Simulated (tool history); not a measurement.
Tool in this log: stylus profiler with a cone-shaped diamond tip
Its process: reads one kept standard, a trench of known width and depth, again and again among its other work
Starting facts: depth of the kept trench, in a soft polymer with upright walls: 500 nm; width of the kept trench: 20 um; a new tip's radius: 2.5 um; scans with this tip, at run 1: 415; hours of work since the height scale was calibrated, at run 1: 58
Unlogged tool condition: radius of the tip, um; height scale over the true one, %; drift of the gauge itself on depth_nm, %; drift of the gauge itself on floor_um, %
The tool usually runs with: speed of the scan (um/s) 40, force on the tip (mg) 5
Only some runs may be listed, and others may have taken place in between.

run    hour  speed of the scan (um/s)  force on the tip (mg)  scans with this tip  hours of work since the height scale was calibrated  depth of the trench (angstrom)  width of the trench's floor (µm)
  1       0                        40                      5                  415                                                   58                          5108.3                             16.82
  2    27.7                        40                      5                  527                                                   74                          5108.2                             16.79
  3    58.9                        40                      5                  655                                                   92                          5110.1                              16.8
  4   103.6                        40                      5                  837                                                  118                          5107.7                             16.79
  5   163.6                        40                   4.94                 1081                                                  152                          5109.9                             16.78
  6   188.9                        40                      5                 1185                                                  167                            5110                             16.73
  7   226.8                       131                      5                 1339                                                  189                          5110.5                             16.36
  8   282.6                       131                      5                 1566                                                  221                            5109                             16.31
  9   315.7                        40                      5                 1702                                                  240                          5113.7                             16.71
 10   344.8                        40                      5                 1820                                                  257                          5115.3                             16.73
 11   376.6                        40                   6.63                 1950                                                  275                          5134.8                             16.71
 12   424.7                        40                      5                 2146                                                  303                          5113.7                             16.66
 13   469.3                        19                      5                 2327                                                  328                          5113.9                             16.79
 14   498.3                        73                      5                 2446                                                  345                          5113.5                             16.51
 15   539.6                        30                      5                 2614                                                  369                          5113.7                             16.71
 16   569.7                        40                      5                 2737                                                  386                          5114.3                             16.64
 17   614.1                        40                   6.63                 2918                                                  411                          5137.2                             16.61
 18   660.4                        40                   6.63                 3107                                                  438                            5138                             16.61
 19   690.4                        40                   6.63                 3229                                                  455                            5138                             16.65
 20   722.1                        40                   6.63                 3358                                                  474                          5140.7                             16.58
 21   750.8                        40                   6.63                 3475                                                  490                          5139.1                             16.61
 22   787.6                        40                   6.63                 3625                                                  511                          5138.8                             16.62
 23   811.9                        40                   6.63                 3724                                                  525                          5140.3                              16.6
 24   838.3                        40                   6.63                 3832                                                  540                          5141.3                             16.56
 25   867.6                        26                   1.96                 3951                                                  557                            5070                             16.55
 26   912.6                       128                  12.06                 4134                                                  583                          5201.8                             16.32
 27     947                        57                  12.06                 4275                                                  603                          5204.6                              16.5
 28  1005.8                        72                   3.19                 4514                                                  637                          5091.7                             16.24
 29  1033.9                        70                  11.68                 4629                                                  653                          5198.5                             16.42
 30  1084.2                        92                   9.37                 4834                                                  682                            5175                             16.39
 31  1130.6                        92                   9.37                 5023                                                  708                          5175.1                             16.39
 32  1158.8                        40                   1.93                 5138                                                  725                            5071                             16.37
 33  1202.6                        23                   4.82                 5317                                                  750                          5119.5                             16.54
 34  1258.5                        32                   4.16                 5545                                                  782                          5109.7                             16.42
 35  1318.5                        35                   2.83                 5789                                                  816                          5086.3                              16.4
 36  1378.4                        35                   2.83                 6033                                                  851                          5084.8                             16.37
 37  1429.6                        56                   2.04                 6242                                                  880                          5072.1                             16.19
 38  1460.5                       102                   2.04                 6368                                                  898                          5076.8                             15.87
 39  1494.1                        45                    2.9                 6505                                                  917                          5094.6                             16.27
 40  1540.1                        45                    2.9                 6693                                                  944                          5091.5                             16.31
 41  1573.4                        19                   4.48                 6829                                                  963                          5116.6                             16.39

Run 42, settings as shown, results not yet in. Your forecast:
 42  1625.5                        19                   4.48                 7041                                                  993                               ?                                 ?

{"run 42": {"depth of the trench (angstrom)": 5117.2, "width of the trench's floor (µm)": 16.39}}
If the tool had no hidden condition, the same run with the same run-to-run variation would have returned depth of the trench (angstrom) 5098.8, width of the trench's floor (µm) 16.92.
